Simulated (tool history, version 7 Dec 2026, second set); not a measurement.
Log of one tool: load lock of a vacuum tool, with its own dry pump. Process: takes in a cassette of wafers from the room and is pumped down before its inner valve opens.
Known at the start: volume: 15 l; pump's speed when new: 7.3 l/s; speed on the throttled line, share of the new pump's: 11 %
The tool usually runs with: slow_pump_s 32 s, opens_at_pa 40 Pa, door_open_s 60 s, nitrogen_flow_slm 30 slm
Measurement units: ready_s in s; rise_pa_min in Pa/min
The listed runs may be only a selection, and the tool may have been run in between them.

run    hour  slow_pump_s  opens_at_pa  door_open_s  nitrogen_flow_slm  incoming humidity of the room's air, %  ready_s  rise_pa_min
  1     0.0           32           40           60                 30                                    47.7     44.9        0.060
  2   224.5           32           40           60                 30                                    45.8     44.9        0.052
  3   417.1           32           40           60                 30                                    45.9     44.8        0.059
      468.8  -- door's seal changed, seat wiped
  4   551.9           32           40           60                 30                                    44.5     44.4        0.052
  5   739.5           32           79           60                 30                                    43.8     43.0        0.056
  6   920.1           32           79           60                 30                                    46.2     43.4        0.055
  7  1077.2           22           79           60                 30                                    46.0     34.3        0.059
  8  1233.7           52           40           60                 30                                    45.6     62.9        0.052
  9  1357.9           52           40           60                 30                                    44.0     62.8        0.054
 10  1587.1           52           40           60                 30                                    41.8     62.4        0.054
 11  1707.0           52           40           60                 30                                    45.6     62.2        0.050
 12  1904.2           52           40           60                 30                                    43.0     62.4        0.057
 13  2155.4           52           40           60                 30                                    46.3     62.5        0.063
 14  2362.4           52           40           60                 30                                    42.5     62.5        0.055
 15  2555.6           32           40           60                 30                                    46.8     45.2        0.053
 16  2671.8           32           40           60                 30                                    41.1     44.8        0.053
 17  2897.8           32           40          100                 24                                    42.7     44.8        0.069
 18  3112.5           55           33           98                 12                                    41.8     65.8        0.090
 19  3288.7           55           33           98                 12                                    43.4     66.0        0.084
 20  3404.0           55           33           98                 12                                    45.6     65.4        0.086
 21  3512.9           55           42           42                  5                                    39.7     65.3        0.067
 22  3658.2           55           42           42                  5                                    46.8     65.8        0.074
 23  3892.4           44           68           42                  7                                    46.0     54.4        0.066
 24  4037.1           44           68           42                  7                                    44.1     55.0        0.066
 25  4182.6           44           68           42                  7                                    42.7     54.1        0.064
 26  4359.2           36           76           38                 26                                    47.7     47.2        0.051
 27  4497.6           26           55           38                  5                                    46.4     39.0        0.072
 28  4686.9           38           39           60                 30                                    44.8     49.9        0.058
 29  4911.5           17           31           60                 30                                    44.8     31.8        0.053
 30  5032.4           17           31           27                 30                                    43.8     31.6        0.038
 31  5254.9           17           50          103                 12                                    47.3     31.1        0.105
 32  5399.3           35           80          171                 30                                    45.1     46.3        0.091

Predict each of these 4 candidate next runs independently; none follows another, all start after run 32:
  A  5589.6           62           80          185                 23                                    46.8        ?            ?
  B  5589.6           32           40          118                 30                                    47.6        ?            ?
  C  5589.6           32           32           80                  6                                    47.1        ?            ?
  D  5589.6           32           74          106                 30                                    46.7        ?            ?

run  ready_s  rise_pa_min
  A     70.0        0.103
  B     44.4        0.079
  C     45.2        0.099
  D     43.3        0.071
Take away the tool's hidden state, keep each run's random variation, and the runs would have read:
run  ready_s  rise_pa_min
  A     70.0        0.103
  B     44.4        0.079
  C     45.2        0.099
  D     43.3        0.071

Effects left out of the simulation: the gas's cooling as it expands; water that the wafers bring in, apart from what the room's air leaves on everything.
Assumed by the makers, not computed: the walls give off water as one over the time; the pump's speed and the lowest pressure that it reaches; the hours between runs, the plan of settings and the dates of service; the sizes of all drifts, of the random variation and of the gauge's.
